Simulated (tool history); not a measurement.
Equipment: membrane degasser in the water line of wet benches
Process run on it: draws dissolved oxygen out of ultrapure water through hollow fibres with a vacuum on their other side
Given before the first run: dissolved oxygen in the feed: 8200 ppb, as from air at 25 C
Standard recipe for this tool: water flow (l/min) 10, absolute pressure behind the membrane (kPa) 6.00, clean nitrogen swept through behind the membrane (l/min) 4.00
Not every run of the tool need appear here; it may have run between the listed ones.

run,hour,water flow (l/min),absolute pressure behind the membrane (kPa),clean nitrogen swept through behind the membrane (l/min),dissolved oxygen in the water behind the degasser (ppb),pressure that the water loses in the fibres (kPa)
1,0.0,10,6.00,4.00,69.3,51.03
2,30.4,10,6.00,11.81,57.3,50.94
3,72.7,10,6.00,11.81,58.2,51.17
4,125.0,10,6.00,11.81,58.0,50.89
5,177.5,10,6.00,11.81,56.9,50.77
6,207.5,10,6.00,11.81,56.9,50.61
7,252.7,10,10.62,4.00,97.2,50.74
8,292.8,10,10.62,4.00,97.1,51.21
9,328.3,10,10.62,4.00,97.6,50.70
10,357.3,10,10.62,4.00,97.7,51.39
11,381.5,10,10.62,4.00,96.3,50.85
12,429.5,10,6.00,4.00,68.4,50.79
13,454.3,10,6.00,4.40,67.3,50.61
14,502.0,10,6.00,4.40,67.6,50.25
15,547.2,10,6.00,3.01,75.0,50.91
16,591.5,10,6.00,3.01,74.8,50.53
17,624.0,10,6.00,3.01,74.4,50.67

Forecast run 18:
18,668.5,10,7.11,3.01,?,?

{"run 18": {"dissolved oxygen in the water behind the degasser (ppb)": 84.4, "pressure that the water loses in the fibres (kPa)": 50.21}}
Were there no unlogged condition in the tool, this run, its random variation unchanged, would have produced dissolved oxygen in the water behind the degasser (ppb) 84.4, pressure that the water loses in the fibres (kPa) 50.84.
